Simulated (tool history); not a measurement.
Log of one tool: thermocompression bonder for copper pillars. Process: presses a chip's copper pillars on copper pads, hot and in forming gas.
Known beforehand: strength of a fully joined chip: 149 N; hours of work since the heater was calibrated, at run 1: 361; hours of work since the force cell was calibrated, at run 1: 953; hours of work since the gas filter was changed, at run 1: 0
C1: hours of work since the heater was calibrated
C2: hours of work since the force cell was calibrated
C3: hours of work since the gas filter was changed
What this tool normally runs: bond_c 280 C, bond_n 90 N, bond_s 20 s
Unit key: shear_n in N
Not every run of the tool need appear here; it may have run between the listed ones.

run 1 hour=0.0 | bond_c=280 bond_n=90 bond_s=20 | C1=361 C2=953 C3=0 | shear_n=88.3
run 2 hour=58.7 | bond_c=280 bond_n=90 bond_s=48 | C1=405 C2=997 C3=43 | shear_n=110.4
run 3 hour=125.7 | bond_c=280 bond_n=90 bond_s=48 | C1=454 C2=1046 C3=93 | shear_n=106.1
run 4 hour=168.6 | bond_c=280 bond_n=90 bond_s=48 | C1=486 C2=1078 C3=125 | shear_n=107.6
run 5 hour=223.9 | bond_c=280 bond_n=90 bond_s=48 | C1=527 C2=1119 C3=166 | shear_n=104.9
run 6 hour=321.7 | bond_c=280 bond_n=90 bond_s=48 | C1=600 C2=1192 C3=238 | shear_n=103.0
run 7 hour=422.2 | bond_c=280 bond_n=90 bond_s=20 | C1=674 C2=1266 C3=313 | shear_n=78.9
-- hour=470.6 forming gas filter changed
run 8 hour=503.0 | bond_c=280 bond_n=81 bond_s=20 | C1=734 C2=1326 C3=24 | shear_n=80.9
run 9 hour=604.9 | bond_c=280 bond_n=81 bond_s=20 | C1=809 C2=1401 C3=100 | shear_n=78.1
run 10 hour=678.1 | bond_c=280 bond_n=81 bond_s=20 | C1=863 C2=1455 C3=154 | shear_n=78.3
run 11 hour=722.6 | bond_c=280 bond_n=81 bond_s=20 | C1=896 C2=1488 C3=187 | shear_n=78.3
run 12 hour=773.5 | bond_c=280 bond_n=81 bond_s=20 | C1=934 C2=1526 C3=224 | shear_n=75.2
run 13 hour=825.5 | bond_c=280 bond_n=81 bond_s=20 | C1=973 C2=1565 C3=263 | shear_n=76.1
run 14 hour=929.4 | bond_c=290 bond_n=90 bond_s=20 | C1=1050 C2=1642 C3=340 | shear_n=82.4
-- hour=943.4 forming gas filter changed
run 15 hour=972.8 | bond_c=290 bond_n=90 bond_s=20 | C1=1081 C2=1673 C3=22 | shear_n=92.2
run 16 hour=1051.6 | bond_c=290 bond_n=90 bond_s=20 | C1=1140 C2=1732 C3=80 | shear_n=90.5
-- hour=1124.5 heater calibrated with a thermocouple chip
run 17 hour=1147.6 | bond_c=290 bond_n=90 bond_s=20 | C1=17 C2=1802 C3=150 | shear_n=86.2
-- hour=1191.0 force cell calibrated
run 18 hour=1209.5 | bond_c=290 bond_n=90 bond_s=20 | C1=62 C2=14 C3=195 | shear_n=82.2
run 19 hour=1252.2 | bond_c=290 bond_n=90 bond_s=20 | C1=94 C2=45 C3=226 | shear_n=80.9
run 20 hour=1346.6 | bond_c=280 bond_n=90 bond_s=20 | C1=163 C2=115 C3=296 | shear_n=72.1
-- hour=1422.5 forming gas filter changed
run 21 hour=1433.3 | bond_c=255 bond_n=90 bond_s=14 | C1=227 C2=179 C3=8 | shear_n=49.6
run 22 hour=1498.4 | bond_c=250 bond_n=133 bond_s=43 | C1=276 C2=227 C3=56 | shear_n=83.9
run 23 hour=1601.7 | bond_c=250 bond_n=55 bond_s=43 | C1=352 C2=304 C3=133 | shear_n=54.7
run 24 hour=1676.8 | bond_c=250 bond_n=55 bond_s=43 | C1=408 C2=360 C3=188 | shear_n=54.1
-- hour=1737.3 heater calibrated with a thermocouple chip, once more
run 25 hour=1737.3 | bond_c=280 bond_n=105 bond_s=21 | C1=0 C2=403 C3=232 | shear_n=91.7
run 26 hour=1795.8 | bond_c=280 bond_n=105 bond_s=21 | C1=43 C2=446 C3=275 | shear_n=89.4
run 27 hour=1861.7 | bond_c=309 bond_n=95 bond_s=23 | C1=92 C2=495 C3=324 | shear_n=107.0
-- hour=1894.0 forming gas filter changed
run 28 hour=1952.7 | bond_c=257 bond_n=90 bond_s=14 | C1=159 C2=562 C3=43 | shear_n=59.4
run 29 hour=2055.8 | bond_c=252 bond_n=87 bond_s=37 | C1=236 C2=639 C3=120 | shear_n=78.1
run 30 hour=2110.3 | bond_c=252 bond_n=87 bond_s=37 | C1=276 C2=679 C3=160 | shear_n=77.1
run 31 hour=2183.2 | bond_c=309 bond_n=135 bond_s=20 | C1=330 C2=733 C3=214 | shear_n=115.9
run 32 hour=2281.6 | bond_c=309 bond_n=135 bond_s=20 | C1=403 C2=806 C3=287 | shear_n=113.9
run 33 hour=2347.6 | bond_c=309 bond_n=135 bond_s=20 | C1=452 C2=855 C3=336 | shear_n=112.1
-- hour=2362.3 forming gas filter changed
run 34 hour=2448.9 | bond_c=309 bond_n=135 bond_s=20 | C1=527 C2=930 C3=64 | shear_n=120.4
run 35 hour=2492.2 | bond_c=271 bond_n=96 bond_s=21 | C1=559 C2=962 C3=96 | shear_n=82.3
run 36 hour=2568.1 | bond_c=277 bond_n=90 bond_s=38 | C1=615 C2=1018 C3=153 | shear_n=98.2
run 37 hour=2628.4 | bond_c=277 bond_n=90 bond_s=38 | C1=660 C2=1063 C3=197 | shear_n=93.2
run 38 hour=2692.0 | bond_c=256 bond_n=78 bond_s=46 | C1=707 C2=1110 C3=244 | shear_n=78.2
run 39 hour=2773.6 | bond_c=256 bond_n=114 bond_s=39 | C1=767 C2=1170 C3=305 | shear_n=85.3
-- hour=2832.1 forming gas filter changed
run 40 hour=2832.1 | bond_c=256 bond_n=114 bond_s=39 | C1=810 C2=1213 C3=0 | shear_n=93.3

A few steps of shear_n between consecutive runs. Split each: what settings, incoming material and random variation would produce without the hidden state, and what is left over for the hidden state, along with gauge scatter present in only one of the two compared results (measured, and without hidden state):
Hidden conditions of the tool in this case: true temperature of the bond over the reading, C; force that reaches the chip, % of what is set; oxide that the forming gas leaves, % of the face; drift of the gauge itself on shear_n, %.
Run 24 -> 25: bond_c 250 -> 280, bond_n 55 -> 105, bond_s 43 -> 21, heater calibrated with a thermocouple chip, once more. shear_n +37.6 N: hidden state +9.1, all else +28.5.
Run 27 -> 28: bond_c 309 -> 257, bond_n 95 -> 90, bond_s 23 -> 14, forming gas filter changed. shear_n -47.6 N: hidden state +8.4, all else -56.0.
Run 30 -> 31: bond_c 252 -> 309, bond_n 87 -> 135, bond_s 37 -> 20. shear_n +38.8 N: hidden state -3.8, all else +42.6.
Run 33 -> 34: forming gas filter changed. shear_n +8.3 N: hidden state +8.4, all else -0.1.
Run 34 -> 35: bond_c 309 -> 271, bond_n 135 -> 96, bond_s 20 -> 21. shear_n -38.1 N: hidden state -0.5, all else -37.6.
